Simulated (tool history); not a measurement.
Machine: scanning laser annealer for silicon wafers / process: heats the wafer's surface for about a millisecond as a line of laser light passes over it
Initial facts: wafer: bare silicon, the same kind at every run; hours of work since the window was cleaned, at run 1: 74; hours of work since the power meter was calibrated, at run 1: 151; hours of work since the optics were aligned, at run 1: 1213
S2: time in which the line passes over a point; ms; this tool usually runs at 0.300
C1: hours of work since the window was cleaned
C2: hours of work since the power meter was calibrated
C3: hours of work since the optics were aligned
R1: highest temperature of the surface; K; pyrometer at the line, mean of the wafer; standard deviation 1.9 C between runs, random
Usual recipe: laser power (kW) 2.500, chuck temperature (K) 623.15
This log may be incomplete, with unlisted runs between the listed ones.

{"run": 1, "hour": 0.0, "laser power (kW)": 2.5, "S2": 0.3, "chuck temperature (K)": 623.15, "C1": 74, "C2": 151, "C3": 1213, "R1": 1428.15}
{"run": 2, "hour": 9.3, "laser power (kW)": 2.5, "S2": 0.3, "chuck temperature (K)": 623.15, "C1": 78, "C2": 155, "C3": 1217, "R1": 1430.15}
{"run": 3, "hour": 14.8, "laser power (kW)": 2.5, "S2": 0.3, "chuck temperature (K)": 623.15, "C1": 80, "C2": 157, "C3": 1219, "R1": 1429.15}
{"run": 4, "hour": 22.5, "laser power (kW)": 2.5, "S2": 0.3, "chuck temperature (K)": 623.15, "C1": 83, "C2": 160, "C3": 1223, "R1": 1429.15}
{"run": 5, "hour": 34.2, "laser power (kW)": 2.5, "S2": 0.3, "chuck temperature (K)": 623.15, "C1": 88, "C2": 165, "C3": 1227, "R1": 1429.15}
{"run": 6, "hour": 39.8, "laser power (kW)": 2.5, "S2": 0.3, "chuck temperature (K)": 606.15, "C1": 90, "C2": 167, "C3": 1230, "R1": 1414.15}
{"run": 7, "hour": 47.0, "laser power (kW)": 2.5, "S2": 0.3, "chuck temperature (K)": 623.15, "C1": 93, "C2": 170, "C3": 1233, "R1": 1428.15}
{"run": 8, "hour": 55.8, "laser power (kW)": 2.5, "S2": 0.3, "chuck temperature (K)": 623.15, "C1": 97, "C2": 174, "C3": 1236, "R1": 1430.15}
{"run": 9, "hour": 61.8, "laser power (kW)": 2.5, "S2": 0.3, "chuck temperature (K)": 623.15, "C1": 99, "C2": 176, "C3": 1239, "R1": 1429.15}
{"run": 10, "hour": 69.1, "laser power (kW)": 2.531, "S2": 0.258, "chuck temperature (K)": 591.15, "C1": 102, "C2": 179, "C3": 1242, "R1": 1347.15}
{"run": 11, "hour": 75.8, "laser power (kW)": 2.528, "S2": 0.256, "chuck temperature (K)": 591.15, "C1": 105, "C2": 182, "C3": 1245, "R1": 1347.15}
{"run": 12, "hour": 81.3, "laser power (kW)": 2.263, "S2": 0.324, "chuck temperature (K)": 623.15, "C1": 107, "C2": 185, "C3": 1247, "R1": 1363.15}
{"run": 13, "hour": 89.4, "laser power (kW)": 2.387, "S2": 0.226, "chuck temperature (K)": 655.15, "C1": 111, "C2": 188, "C3": 1250, "R1": 1312.15}
{"run": 14, "hour": 95.6, "laser power (kW)": 2.622, "S2": 0.3, "chuck temperature (K)": 625.15, "C1": 113, "C2": 190, "C3": 1253, "R1": 1483.15}
{"run": 15, "hour": 105.8, "laser power (kW)": 2.622, "S2": 0.3, "chuck temperature (K)": 625.15, "C1": 118, "C2": 195, "C3": 1257, "R1": 1483.15}
{"run": 16, "hour": 112.4, "laser power (kW)": 2.622, "S2": 0.3, "chuck temperature (K)": 625.15, "C1": 120, "C2": 197, "C3": 1260, "R1": 1480.15}
{"run": 17, "hour": 121.6, "laser power (kW)": 2.622, "S2": 0.3, "chuck temperature (K)": 625.15, "C1": 124, "C2": 201, "C3": 1264, "R1": 1483.15}
{"run": 18, "hour": 130.4, "laser power (kW)": 2.5, "S2": 0.3, "chuck temperature (K)": 609.15, "C1": 128, "C2": 205, "C3": 1267, "R1": 1420.15}

Forecast each of these 5 alternatives for the next run:
{"run": "A", "hour": 139.3, "laser power (kW)": 2.495, "S2": 0.3, "chuck temperature (K)": 625.15, "C1": 131, "C2": 209, "C3": 1271, "R1": "?"}
{"run": "B", "hour": 139.3, "laser power (kW)": 2.5, "S2": 0.373, "chuck temperature (K)": 638.15, "C1": 131, "C2": 209, "C3": 1271, "R1": "?"}
{"run": "C", "hour": 139.3, "laser power (kW)": 2.403, "S2": 0.3, "chuck temperature (K)": 609.15, "C1": 131, "C2": 209, "C3": 1271, "R1": "?"}
{"run": "D", "hour": 139.3, "laser power (kW)": 2.379, "S2": 0.227, "chuck temperature (K)": 623.15, "C1": 131, "C2": 209, "C3": 1271, "R1": "?"}
{"run": "E", "hour": 139.3, "laser power (kW)": 2.429, "S2": 0.3, "chuck temperature (K)": 623.15, "C1": 131, "C2": 209, "C3": 1271, "R1": "?"}

run=A R1=1430.15
run=B R1=1542.15
run=C R1=1375.15
run=D R1=1273.15
run=E R1=1401.15
Had the tool no hidden state, the same runs would have come out as:
run=A R1=1430.15
run=B R1=1543.15
run=C R1=1375.15
run=D R1=1274.15
run=E R1=1402.15
